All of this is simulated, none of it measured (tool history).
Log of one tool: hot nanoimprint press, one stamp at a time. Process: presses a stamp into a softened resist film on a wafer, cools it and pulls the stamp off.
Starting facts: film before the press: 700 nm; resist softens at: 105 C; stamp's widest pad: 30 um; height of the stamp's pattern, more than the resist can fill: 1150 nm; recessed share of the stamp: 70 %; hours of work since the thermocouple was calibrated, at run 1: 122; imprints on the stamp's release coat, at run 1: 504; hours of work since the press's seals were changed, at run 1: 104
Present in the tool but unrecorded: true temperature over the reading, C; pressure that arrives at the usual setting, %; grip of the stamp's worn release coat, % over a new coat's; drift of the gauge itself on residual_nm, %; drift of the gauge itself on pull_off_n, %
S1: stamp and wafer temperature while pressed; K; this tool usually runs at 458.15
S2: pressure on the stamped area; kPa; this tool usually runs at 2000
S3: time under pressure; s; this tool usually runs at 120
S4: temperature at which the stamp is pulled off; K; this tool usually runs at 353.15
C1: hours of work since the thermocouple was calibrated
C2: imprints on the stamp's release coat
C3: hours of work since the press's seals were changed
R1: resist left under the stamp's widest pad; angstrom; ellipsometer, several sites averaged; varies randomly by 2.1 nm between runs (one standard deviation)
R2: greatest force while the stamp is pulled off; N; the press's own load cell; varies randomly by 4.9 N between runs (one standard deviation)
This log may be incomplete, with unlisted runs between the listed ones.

Run 1, hour 0: usual settings; C1 122; C2 504; C3 104. Result: R1 3950 angstrom, R2 263 N.
Run 2, hour 8.2: usual settings; C1 126; C2 520; C3 108. Result: R1 3907 angstrom, R2 245 N.
Run 3, hour 18.5: usual settings but S2 1540 kPa; C1 130; C2 541; C3 112. Result: R1 4412 angstrom, R2 256 N.
Run 4, hour 28.9: usual settings but S2 1540 kPa; C1 134; C2 563; C3 116. Result: R1 4411 angstrom, R2 258 N.
Run 5, hour 43.9: usual settings but S1 465.15 K; C1 141; C2 593; C3 123. Result: R1 3272 angstrom, R2 253 N.
Run 6, hour 54.7: usual settings but S4 351.15 K; C1 145; C2 615; C3 127. Result: R1 3917 angstrom, R2 250 N.
Run 7, hour 70.2: usual settings; C1 152; C2 646; C3 134. Result: R1 3921 angstrom, R2 260 N.
Run 8, hour 80.5: usual settings but S1 449.15 K; C1 156; C2 668; C3 138. Result: R1 4867 angstrom, R2 258 N.
Run 9, hour 91.3: usual settings; C1 161; C2 690; C3 143. Result: R1 3932 angstrom, R2 266 N.
Run 10, hour 106.8: usual settings but S2 1290 kPa; C1 167; C2 721; C3 149. Result: R1 4685 angstrom, R2 255 N.
Run 11, hour 120.8: usual settings; C1 173; C2 750; C3 155. Result: R1 3907 angstrom, R2 263 N.
Run 12, hour 133.8: usual settings; C1 179; C2 776; C3 161. Result: R1 3915 angstrom, R2 258 N.
At hour 138: plate thermocouple calibrated.
Run 13, hour 149.3: usual settings; C1 5; C2 801; C3 166. Result: R1 3905 angstrom, R2 261 N.
Run 14, hour 158.5: usual settings but S1 464.15 K; C1 9; C2 820; C3 170. Result: R1 3341 angstrom, R2 264 N.
Run 15, hour 174.4: usual settings but S1 464.15 K; C1 15; C2 853; C3 176. Result: R1 3306 angstrom, R2 262 N.
Run 16, hour 183.6: usual settings but S1 464.15 K; C1 19; C2 871; C3 180. Result: R1 3330 angstrom, R2 271 N.
Run 17, hour 190.7: usual settings but S1 469.15 K, S2 1520 kPa, S3 190 s, S4 348.15 K; C1 22; C2 886; C3 183. Result: R1 2897 angstrom, R2 285 N.
Run 18, hour 197.5: usual settings but S1 470.15 K, S2 1460 kPa, S4 358.15 K; C1 25; C2 900; C3 186. Result: R1 3381 angstrom, R2 243 N.
Run 19, hour 213: usual settings but S1 470.15 K, S2 1460 kPa, S4 358.15 K; C1 32; C2 931; C3 193. Result: R1 3380 angstrom, R2 242 N.
At hour 222.8: plate thermocouple calibrated, once more.
Run 20, hour 229.5: usual settings but S1 470.15 K, S2 1460 kPa, S4 358.15 K; C1 3; C2 959; C3 198. Result: R1 3433 angstrom, R2 248 N.
Run 21, hour 239.8: usual settings but S4 341.15 K; C1 7; C2 980; C3 203. Result: R1 3942 angstrom, R2 318 N.
Run 22, hour 251.8: usual settings but S4 341.15 K; C1 12; C2 1004; C3 208. Result: R1 3918 angstrom, R2 319 N.
Run 23, hour 267.7: usual settings but S4 341.15 K; C1 19; C2 1037; C3 214. Result: R1 3936 angstrom, R2 314 N.
Run 24, hour 274.5: usual settings but S2 2690 kPa, S3 88 s, S4 342.15 K; C1 22; C2 1050; C3 217. Result: R1 3764 angstrom, R2 303 N.
Run 25, hour 287.1: usual settings but S2 2790 kPa, S3 213 s; C1 27; C2 1076; C3 223. Result: R1 2702 angstrom, R2 275 N.
Run 26, hour 300.1: usual settings but S2 1230 kPa, S3 213 s; C1 33; C2 1102; C3 228. Result: R1 4160 angstrom, R2 265 N.
Run 27, hour 311: usual settings but S4 345.15 K; C1 37; C2 1125; C3 233. Result: R1 3944 angstrom, R2 298 N.
Run 28, hour 327: usual settings but S4 345.15 K; C1 44; C2 1157; C3 239. Result: R1 3919 angstrom, R2 305 N.
Run 29, hour 342.3: usual settings but S2 2740 kPa, S3 214 s, S4 339.15 K; C1 50; C2 1188; C3 246. Result: R1 2765 angstrom, R2 331 N.
Run 30, hour 355: usual settings but S2 2740 kPa, S3 96 s, S4 361.15 K; C1 56; C2 1214; C3 251. Result: R1 3642 angstrom, R2 239 N.

Alternative continuations, all from the tool just after run 30; predict every row:
Run A, hour 369.3: usual settings but S2 2440 kPa, S3 116 s; C1 62; C2 1243; C3 257. Result: R1 ?, R2 ?.
Run B, hour 369.3: usual settings but S4 347.15 K; C1 62; C2 1243; C3 257. Result: R1 ?, R2 ?.
Run C, hour 369.3: usual settings but S1 461.15 K, S3 136 s, S4 355.15 K; C1 62; C2 1243; C3 257. Result: R1 ?, R2 ?.

run    R1   R2
  A  3605  275
  B  3929  283
  C  3490  266
Without the tool's hidden state the same runs would have given:
run    R1   R2
  A  3592  243
  B  3922  249
  C  3482  234
